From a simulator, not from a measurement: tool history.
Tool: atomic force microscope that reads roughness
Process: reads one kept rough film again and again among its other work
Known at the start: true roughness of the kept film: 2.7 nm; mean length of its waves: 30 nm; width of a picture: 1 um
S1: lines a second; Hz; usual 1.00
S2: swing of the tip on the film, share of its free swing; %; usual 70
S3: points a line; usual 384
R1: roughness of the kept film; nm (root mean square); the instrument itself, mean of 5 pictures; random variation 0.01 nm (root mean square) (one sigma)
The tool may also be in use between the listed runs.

{"run": 1, "hour": 0.0, "S1": 1.0, "S2": 70, "S3": 384, "R1": 2.332}
{"run": 2, "hour": 36.2, "S1": 1.0, "S2": 83, "S3": 384, "R1": 2.176}
{"run": 3, "hour": 74.2, "S1": 1.0, "S2": 83, "S3": 384, "R1": 2.175}
{"run": 4, "hour": 131.8, "S1": 1.0, "S2": 83, "S3": 384, "R1": 2.19}
{"run": 5, "hour": 169.5, "S1": 0.92, "S2": 83, "S3": 384, "R1": 2.195}
{"run": 6, "hour": 227.4, "S1": 0.92, "S2": 83, "S3": 384, "R1": 2.196}
{"run": 7, "hour": 314.6, "S1": 1.0, "S2": 70, "S3": 384, "R1": 2.299}
{"run": 8, "hour": 368.6, "S1": 1.17, "S2": 70, "S3": 384, "R1": 2.294}
{"run": 9, "hour": 437.5, "S1": 1.17, "S2": 70, "S3": 384, "R1": 2.28}
{"run": 10, "hour": 508.2, "S1": 1.17, "S2": 70, "S3": 434, "R1": 2.301}
{"run": 11, "hour": 552.2, "S1": 1.0, "S2": 70, "S3": 582, "R1": 2.324}
{"run": 12, "hour": 618.7, "S1": 1.0, "S2": 70, "S3": 582, "R1": 2.332}
{"run": 13, "hour": 659.0, "S1": 1.2, "S2": 75, "S3": 270, "R1": 2.207}
{"run": 14, "hour": 696.1, "S1": 1.2, "S2": 75, "S3": 270, "R1": 2.228}
{"run": 15, "hour": 759.0, "S1": 1.0, "S2": 70, "S3": 893, "R1": 2.339}
{"run": 16, "hour": 845.5, "S1": 1.0, "S2": 70, "S3": 893, "R1": 2.323}
{"run": 17, "hour": 920.9, "S1": 3.98, "S2": 58, "S3": 759, "R1": 2.205}
{"run": 18, "hour": 998.2, "S1": 3.98, "S2": 58, "S3": 759, "R1": 2.203}
{"run": 19, "hour": 1037.1, "S1": 1.77, "S2": 73, "S3": 398, "R1": 2.174}
{"run": 20, "hour": 1091.8, "S1": 1.2, "S2": 60, "S3": 1005, "R1": 2.398}
{"run": 21, "hour": 1149.8, "S1": 3.47, "S2": 64, "S3": 612, "R1": 2.126}
{"run": 22, "hour": 1195.0, "S1": 3.84, "S2": 70, "S3": 384, "R1": 1.968}
{"run": 23, "hour": 1253.0, "S1": 3.35, "S2": 70, "S3": 974, "R1": 2.021}

Not shown: 7 entries that the log had between the listed runs. Between which runs, and how does the tool's hidden state differ before and after?
Between runs 4 and 5: new tip fitted (hour 169.3)
  radius of the tip, nm: 7.1 -> 7
Between runs 7 and 8: new tip fitted (hour 340.9)
  radius of the tip, nm: 7.1 -> 7
Between runs 10 and 11: new tip fitted (hour 517.1)
  radius of the tip, nm: 7.2 -> 7
Between runs 13 and 14: new tip fitted (hour 694.0)
  radius of the tip, nm: 7.1 -> 7
Between runs 16 and 17: new tip fitted (hour 870.0)
  radius of the tip, nm: 7.2 -> 7
Between runs 19 and 20: new tip fitted (hour 1043.2)
  radius of the tip, nm: 7.2 -> 7.1
Between runs 22 and 23: new tip fitted (hour 1219.7)
  radius of the tip, nm: 7.2 -> 7
